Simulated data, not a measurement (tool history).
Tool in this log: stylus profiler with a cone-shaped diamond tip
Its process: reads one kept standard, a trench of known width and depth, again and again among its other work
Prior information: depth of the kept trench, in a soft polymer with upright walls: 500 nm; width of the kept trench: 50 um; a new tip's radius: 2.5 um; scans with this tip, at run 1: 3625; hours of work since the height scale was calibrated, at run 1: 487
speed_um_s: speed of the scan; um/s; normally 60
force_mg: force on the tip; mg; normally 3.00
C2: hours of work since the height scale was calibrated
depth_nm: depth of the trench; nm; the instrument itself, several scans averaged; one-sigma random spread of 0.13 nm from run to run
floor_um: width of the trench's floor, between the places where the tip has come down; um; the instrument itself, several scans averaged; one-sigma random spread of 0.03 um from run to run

Run 1, day 0.000: usual settings; scans with this tip 3625; C2 487. Result: depth_nm 506.49 nm, floor_um 46.67 um.
Run 2, day 2.492: usual settings; scans with this tip 3934; C2 528. Result: depth_nm 506.91 nm, floor_um 46.62 um.
Run 3, day 6.775: usual settings; scans with this tip 4465; C2 600. Result: depth_nm 506.43 nm, floor_um 46.59 um.
Run 4, day 10.762: usual settings; scans with this tip 4960; C2 666. Result: depth_nm 506.53 nm, floor_um 46.56 um.
Run 5, day 13.292: usual settings but force_mg 2.16 mg; scans with this tip 5273; C2 708. Result: depth_nm 504.58 nm, floor_um 46.51 um.
Run 6, day 15.421: usual settings but speed_um_s 55 um/s; scans with this tip 5537; C2 744. Result: depth_nm 505.81 nm, floor_um 46.60 um.
Run 7, day 20.083: usual settings but speed_um_s 55 um/s; scans with this tip 6115; C2 821. Result: depth_nm 505.67 nm, floor_um 46.52 um.
Run 8, day 23.342: usual settings but speed_um_s 55 um/s; scans with this tip 6519; C2 875. Result: depth_nm 505.78 nm, floor_um 46.46 um.
Run 9, day 26.629: usual settings but speed_um_s 55 um/s; scans with this tip 6926; C2 930. Result: depth_nm 505.58 nm, floor_um 46.42 um.
Run 10, day 31.375: usual settings but speed_um_s 19 um/s, force_mg 6.36 mg; scans with this tip 7514; C2 1009. Result: depth_nm 510.55 nm, floor_um 46.42 um.
Run 11, day 35.854: usual settings but speed_um_s 19 um/s, force_mg 6.36 mg; scans with this tip 8070; C2 1084. Result: depth_nm 510.47 nm, floor_um 46.42 um.
Run 12, day 38.038: usual settings but speed_um_s 34 um/s, force_mg 2.02 mg; scans with this tip 8340; C2 1120. Result: depth_nm 503.44 nm, floor_um 46.40 um.
Run 13, day 40.308: usual settings but speed_um_s 71 um/s, force_mg 1.52 mg; scans with this tip 8622; C2 1158. Result: depth_nm 502.34 nm, floor_um 46.31 um.
Run 14, day 43.375: usual settings but speed_um_s 164 um/s, force_mg 1.83 mg; scans with this tip 9002; C2 1209. Result: depth_nm 502.97 nm, floor_um 46.07 um.

Some steps in depth_nm between neighbouring runs. How much of each would the tool show without its hidden state too (settings, what came in, random variation), and how much is left for the hidden state, with any gauge scatter that isn't in both results?
Hidden conditions of the tool in this case: radius of the tip, um; height scale over the true one, %; drift of the gauge itself on depth_nm, %; drift of the gauge itself on floor_um, %.
Run 9 -> 10: speed_um_s 55 -> 19, force_mg 3.00 -> 6.36. depth_nm +4.97 nm: hidden state -0.19, all else +5.16.
Run 11 -> 12: speed_um_s 19 -> 34, force_mg 6.36 -> 2.02. depth_nm -7.03 nm: hidden state -0.04, all else -6.99.

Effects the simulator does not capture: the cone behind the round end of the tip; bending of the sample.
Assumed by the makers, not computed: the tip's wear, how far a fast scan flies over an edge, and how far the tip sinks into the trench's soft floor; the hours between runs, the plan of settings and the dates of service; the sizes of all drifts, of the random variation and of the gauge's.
